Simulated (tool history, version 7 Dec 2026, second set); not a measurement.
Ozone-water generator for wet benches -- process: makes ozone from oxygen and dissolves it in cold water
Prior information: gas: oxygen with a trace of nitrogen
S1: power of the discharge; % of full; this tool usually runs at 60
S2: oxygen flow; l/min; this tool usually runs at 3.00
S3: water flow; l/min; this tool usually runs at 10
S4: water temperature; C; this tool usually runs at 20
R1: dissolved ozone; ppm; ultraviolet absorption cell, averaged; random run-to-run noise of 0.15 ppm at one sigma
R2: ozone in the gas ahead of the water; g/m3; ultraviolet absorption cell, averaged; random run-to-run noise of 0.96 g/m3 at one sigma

Run 1, hour 0.0: usual settings. Result: R1 17.7 ppm, R2 163.0 g/m3.
Run 2, hour 34.5: usual settings. Result: R1 17.7 ppm, R2 162.7 g/m3.
Run 3, hour 56.5: usual settings. Result: R1 17.6 ppm, R2 162.3 g/m3.
Run 4, hour 104.3: usual settings. Result: R1 17.6 ppm, R2 161.9 g/m3.
Run 5, hour 124.4: usual settings. Result: R1 17.5 ppm, R2 161.1 g/m3.
Run 6, hour 163.4: usual settings. Result: R1 17.6 ppm, R2 162.9 g/m3.
Run 7, hour 205.5: usual settings. Result: R1 17.7 ppm, R2 161.5 g/m3.
At hour 219.2: water thermometer calibrated.
Run 8, hour 237.3: usual settings. Result: R1 17.7 ppm, R2 161.9 g/m3.
Run 9, hour 274.8: usual settings. Result: R1 17.9 ppm, R2 160.5 g/m3.
Run 10, hour 306.7: usual settings. Result: R1 17.5 ppm, R2 161.8 g/m3.
Run 11, hour 341.0: usual settings. Result: R1 17.8 ppm, R2 159.3 g/m3.
Run 12, hour 377.0: usual settings but S3 9 l/min. Result: R1 19.1 ppm, R2 160.8 g/m3.
Run 13, hour 397.2: usual settings but S3 9 l/min. Result: R1 19.2 ppm, R2 158.7 g/m3.
Run 14, hour 445.7: usual settings. Result: R1 17.9 ppm, R2 161.1 g/m3.
Run 15, hour 489.6: usual settings. Result: R1 17.6 ppm, R2 159.0 g/m3.
Run 16, hour 524.5: usual settings. Result: R1 17.7 ppm, R2 159.4 g/m3.
Run 17, hour 545.0: usual settings but S3 6 l/min. Result: R1 24.4 ppm, R2 159.1 g/m3.
At hour 554.8: gauge calibrated.
Run 18, hour 588.5: usual settings but S1 99 % of full, S2 4.73 l/min, S3 7 l/min, S4 26 C. Result: R1 25.5 ppm, R2 182.7 g/m3.
At hour 601.0: contactor cleaned.
Run 19, hour 640.9: usual settings but S1 99 % of full, S2 4.73 l/min, S3 7 l/min, S4 14 C. Result: R1 33.3 ppm, R2 181.1 g/m3.

Forecast run 20:
Run 20, hour 680.6: usual settings but S1 99 % of full, S2 4.73 l/min, S3 7 l/min, S4 14 C. Result: R1 ?, R2 ?.

{"run 20": {"R1": 33.1, "R2": 180.9}}
With no hidden state in the tool, this same run would have given R1 33.1 ppm, R2 182.4 g/m3.
